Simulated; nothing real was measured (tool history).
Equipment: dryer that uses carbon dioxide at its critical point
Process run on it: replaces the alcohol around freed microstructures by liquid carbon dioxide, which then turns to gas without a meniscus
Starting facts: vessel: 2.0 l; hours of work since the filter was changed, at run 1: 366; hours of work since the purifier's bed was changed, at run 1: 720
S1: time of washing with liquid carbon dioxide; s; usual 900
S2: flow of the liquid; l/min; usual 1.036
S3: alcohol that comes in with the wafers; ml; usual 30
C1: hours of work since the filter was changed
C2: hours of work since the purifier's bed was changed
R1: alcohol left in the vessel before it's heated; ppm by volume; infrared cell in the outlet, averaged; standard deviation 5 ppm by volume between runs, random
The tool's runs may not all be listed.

Run 1, day 0.000: usual settings; C1 366; C2 720. Result: R1 183 ppm by volume.
Run 2, day 1.717: usual settings; C1 398; C2 751. Result: R1 171 ppm by volume.
Run 3, day 2.642: usual settings; C1 414; C2 768. Result: R1 178 ppm by volume.
Run 4, day 4.250: usual settings; C1 444; C2 797. Result: R1 189 ppm by volume.
At day 5.096: inlet filter changed.
Run 5, day 5.575: usual settings; C1 9; C2 820. Result: R1 163 ppm by volume.
Run 6, day 7.483: usual settings; C1 43; C2 855. Result: R1 179 ppm by volume.
Run 7, day 9.088: usual settings; C1 73; C2 884. Result: R1 169 ppm by volume.
Run 8, day 10.125: usual settings but S1 840 s; C1 91; C2 903. Result: R1 194 ppm by volume.
Run 9, day 11.167: usual settings but S1 840 s; C1 110; C2 922. Result: R1 193 ppm by volume.
Run 10, day 12.904: usual settings but S2 0.950 l/min, S3 82 ml; C1 142; C2 953. Result: R1 286 ppm by volume.
Run 11, day 13.742: usual settings but S2 1.150 l/min; C1 157; C2 969. Result: R1 190 ppm by volume.
Run 12, day 15.129: usual settings but S1 600 s, S2 1.650 l/min; C1 182; C2 994. Result: R1 199 ppm by volume.
Run 13, day 16.488: usual settings but S1 600 s, S2 1.650 l/min, S3 55 ml; C1 207; C2 1018. Result: R1 210 ppm by volume.
At day 18.179: purifier's bed changed.
Run 14, day 18.292: usual settings but S1 1140 s, S2 0.880 l/min; C1 238; C2 2. Result: R1 29 ppm by volume.
Run 15, day 19.425: usual settings but S1 1020 s, S2 0.800 l/min; C1 258; C2 23. Result: R1 84 ppm by volume.

Forecast each of these 3 alternatives for the next run:
Run A, day 20.754: usual settings but S1 840 s, S2 1.630 l/min, S3 93 ml; C1 282; C2 47. Result: R1 ?.
Run B, day 20.754: usual settings but S1 780 s, S2 0.800 l/min, S3 78 ml; C1 282; C2 47. Result: R1 ?.
Run C, day 20.754: usual settings but S1 660 s, S2 1.220 l/min, S3 82 ml; C1 282; C2 47. Result: R1 ?.

run   R1
  A   12
  B  696
  C  216
What these runs would have given with no unlogged condition in the tool:
run   R1
  A    0
  B  472
  C  126
